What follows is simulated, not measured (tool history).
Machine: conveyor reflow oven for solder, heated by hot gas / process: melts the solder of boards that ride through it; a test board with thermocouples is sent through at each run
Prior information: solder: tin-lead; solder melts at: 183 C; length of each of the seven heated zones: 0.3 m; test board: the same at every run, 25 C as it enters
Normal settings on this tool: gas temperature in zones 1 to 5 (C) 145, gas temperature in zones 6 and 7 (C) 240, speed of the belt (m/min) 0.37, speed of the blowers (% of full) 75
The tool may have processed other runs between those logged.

run,hour,gas temperature in zones 1 to 5 (C),gas temperature in zones 6 and 7 (C),speed of the belt (m/min),speed of the blowers (% of full),highest temperature of the board (C),time above the solder's melting point (s)
1,0,145,240,0.37,75,225.8,83.4
2,14.9,145,240,0.37,75,225.8,83.4
3,29,145,240,0.37,75,226.3,83.5
4,54.9,145,240,0.37,54,218.6,75.9
5,67.3,145,240,0.384,54,216.7,72.5
6,80.5,145,240,0.384,54,217.7,72
7,94.1,145,240,0.37,75,225.1,84.2
8,120.9,145,240,0.37,75,225.8,83.1
9,141.3,145,240,0.37,75,226.1,82.9
10,156.9,145,240,0.37,75,225.1,83.4
# hour 180.9: thermocouples of zones 6 and 7 changed
11,184.6,145,240,0.37,67,223,81.6
# hour 203.9: belt drive overhauled, speed set with a stopwatch
12,205.6,145,240,0.37,67,223.8,80.9
13,225.7,145,230,0.37,75,216.8,76.3
14,242.6,133,240,0.37,75,223.8,76.1
15,264.1,145,237,0.37,75,223.2,81.8
16,277.4,144,240,0.424,75,220.9,68.3
17,301.4,144,251,0.351,75,236.6,95.1
18,322.8,144,251,0.351,75,237.3,94.8
19,345.8,139,240,0.431,75,218.9,63.3
20,357.5,145,253,0.391,50,225.1,76.7
21,372.5,145,253,0.391,50,225.2,76.8
22,387.7,134,253,0.428,54,220,62.2
23,410.2,151,240,0.415,75,223.2,75
24,433.4,151,240,0.415,75,222.6,75.2
25,455.5,151,240,0.415,75,222.3,75.3
26,469.9,144,240,0.37,75,224.9,82.6
# hour 479: flux residue cleaned out of gas plates and filters
27,490.9,144,240,0.37,75,225.5,82.4
28,510.3,144,240,0.37,75,225.6,82.3
29,536.2,145,245,0.37,61,226,82.7
30,556.7,145,234,0.37,75,220.4,79.3

Predict each of these 4 candidate next runs independently; none follows another, all start after run 30:
A,580.7,136,234,0.37,77,?,?
B,580.7,145,246,0.424,75,?,?
C,580.7,145,240,0.332,75,?,?
D,580.7,145,234,0.37,61,?,?

run,highest temperature of the board (C),time above the solder's melting point (s)
A,218.7,74.2
B,225.8,72.3
C,228.7,95.4
D,216.5,74.5
With the hidden condition removed and each run's random variation left untouched, the same runs would have given:
run,highest temperature of the board (C),time above the solder's melting point (s)
A,218.7,74.2
B,225.8,72.3
C,228.6,95.4
D,216.5,74.5
